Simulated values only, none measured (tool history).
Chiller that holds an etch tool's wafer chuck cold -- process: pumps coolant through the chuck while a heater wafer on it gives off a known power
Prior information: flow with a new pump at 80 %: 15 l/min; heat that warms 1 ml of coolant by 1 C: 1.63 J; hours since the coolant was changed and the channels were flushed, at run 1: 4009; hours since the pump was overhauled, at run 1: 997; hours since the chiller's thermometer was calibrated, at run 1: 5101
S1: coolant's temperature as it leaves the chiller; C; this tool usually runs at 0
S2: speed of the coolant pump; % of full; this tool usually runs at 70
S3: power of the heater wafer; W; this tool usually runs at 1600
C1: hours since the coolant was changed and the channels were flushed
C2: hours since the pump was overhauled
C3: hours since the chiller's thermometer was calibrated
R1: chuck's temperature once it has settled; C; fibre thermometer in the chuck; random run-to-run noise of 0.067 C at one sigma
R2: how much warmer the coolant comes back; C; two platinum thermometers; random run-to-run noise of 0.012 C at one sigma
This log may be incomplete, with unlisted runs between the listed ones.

run 1 hour=0.0 | S1=0 S2=70 S3=1600 | C1=4009 C2=997 C3=5101 | R1=11.31 R2=4.50
run 2 hour=26.1 | S1=-5 S2=70 S3=1600 | C1=4035 C2=1023 C3=5127 | R1=6.31 R2=4.50
run 3 hour=78.5 | S1=-5 S2=70 S3=1600 | C1=4088 C2=1076 C3=5179 | R1=6.43 R2=4.52
run 4 hour=106.9 | S1=-5 S2=70 S3=1600 | C1=4116 C2=1104 C3=5208 | R1=6.21 R2=4.53
run 5 hour=139.0 | S1=-5 S2=75 S3=1600 | C1=4148 C2=1136 C3=5240 | R1=5.66 R2=4.22
run 6 hour=174.6 | S1=0 S2=70 S3=1377 | C1=4184 C2=1172 C3=5275 | R1=9.81 R2=3.89
run 7 hour=221.8 | S1=0 S2=70 S3=1377 | C1=4231 C2=1219 C3=5323 | R1=9.72 R2=3.90
-- hour=260.1 chiller's thermometer calibrated
run 8 hour=270.6 | S1=0 S2=70 S3=1377 | C1=4279 C2=1267 C3=11 | R1=9.76 R2=3.90
run 9 hour=296.9 | S1=0 S2=70 S3=1377 | C1=4305 C2=1293 C3=37 | R1=9.73 R2=3.88
run 10 hour=321.4 | S1=0 S2=70 S3=1600 | C1=4330 C2=1318 C3=61 | R1=11.25 R2=4.50
run 11 hour=366.6 | S1=0 S2=70 S3=1600 | C1=4375 C2=1363 C3=106 | R1=11.30 R2=4.53
run 12 hour=397.6 | S1=0 S2=70 S3=1600 | C1=4406 C2=1394 C3=137 | R1=11.21 R2=4.50
run 13 hour=445.0 | S1=0 S2=70 S3=960 | C1=4453 C2=1441 C3=185 | R1=6.79 R2=2.72
run 14 hour=479.5 | S1=0 S2=70 S3=960 | C1=4488 C2=1476 C3=219 | R1=6.80 R2=2.71
run 15 hour=507.5 | S1=0 S2=78 S3=1600 | C1=4516 C2=1504 C3=247 | R1=10.30 R2=4.06
run 16 hour=546.8 | S1=0 S2=78 S3=1600 | C1=4555 C2=1543 C3=287 | R1=10.32 R2=4.02
run 17 hour=576.8 | S1=-10 S2=65 S3=1596 | C1=4585 C2=1573 C3=317 | R1=1.98 R2=4.87
run 18 hour=617.6 | S1=-10 S2=65 S3=1596 | C1=4626 C2=1614 C3=357 | R1=1.98 R2=4.88
run 19 hour=649.1 | S1=-10 S2=65 S3=1596 | C1=4657 C2=1645 C3=389 | R1=2.02 R2=4.88
run 20 hour=691.2 | S1=-10 S2=65 S3=1596 | C1=4700 C2=1688 C3=431 | R1=1.97 R2=4.87
run 21 hour=743.3 | S1=-10 S2=70 S3=816 | C1=4752 C2=1740 C3=483 | R1=-4.42 R2=2.31
run 22 hour=799.6 | S1=-10 S2=70 S3=816 | C1=4808 C2=1796 C3=540 | R1=-4.29 R2=2.32
run 23 hour=830.8 | S1=8 S2=70 S3=816 | C1=4839 C2=1827 C3=571 | R1=13.78 R2=2.30
run 24 hour=865.8 | S1=8 S2=70 S3=1277 | C1=4874 C2=1862 C3=606 | R1=17.05 R2=3.59
run 25 hour=908.7 | S1=9 S2=88 S3=1011 | C1=4917 C2=1905 C3=649 | R1=15.02 R2=2.26
run 26 hour=953.5 | S1=4 S2=80 S3=2317 | C1=4962 C2=1950 C3=693 | R1=18.54 R2=5.71
run 27 hour=996.6 | S1=4 S2=80 S3=2317 | C1=5005 C2=1993 C3=737 | R1=18.66 R2=5.70
run 28 hour=1024.3 | S1=4 S2=80 S3=2317 | C1=5033 C2=2021 C3=764 | R1=18.60 R2=5.70
run 29 hour=1068.7 | S1=4 S2=80 S3=2317 | C1=5077 C2=2065 C3=809 | R1=18.77 R2=5.70
run 30 hour=1122.8 | S1=3 S2=87 S3=1991 | C1=5131 C2=2119 C3=863 | R1=14.78 R2=4.48
run 31 hour=1170.9 | S1=3 S2=87 S3=1991 | C1=5179 C2=2167 C3=911 | R1=14.77 R2=4.48
run 32 hour=1218.9 | S1=0 S2=99 S3=1600 | C1=5227 C2=2215 C3=959 | R1=8.51 R2=3.15

Predict each of these 4 candidate next runs independently; none follows another, all start after run 32:
run A hour=1251.6 | S1=-8 S2=70 S3=1235 | C1=5260 C2=2248 C3=991 | R1=? R2=?
run B hour=1251.6 | S1=7 S2=78 S3=842 | C1=5260 C2=2248 C3=991 | R1=? R2=?
run C hour=1251.6 | S1=0 S2=97 S3=1785 | C1=5260 C2=2248 C3=991 | R1=? R2=?
run D hour=1251.6 | S1=8 S2=92 S3=839 | C1=5260 C2=2248 C3=991 | R1=? R2=?

run=A R1=0.77 R2=3.49
run=B R1=12.47 R2=2.10
run=C R1=9.67 R2=3.61
run=D R1=12.67 R2=1.80
Take away the tool's hidden state, keep each run's random variation, and the runs would have read:
run=A R1=0.76 R2=3.49
run=B R1=12.47 R2=2.10
run=C R1=9.66 R2=3.61
run=D R1=12.66 R2=1.80
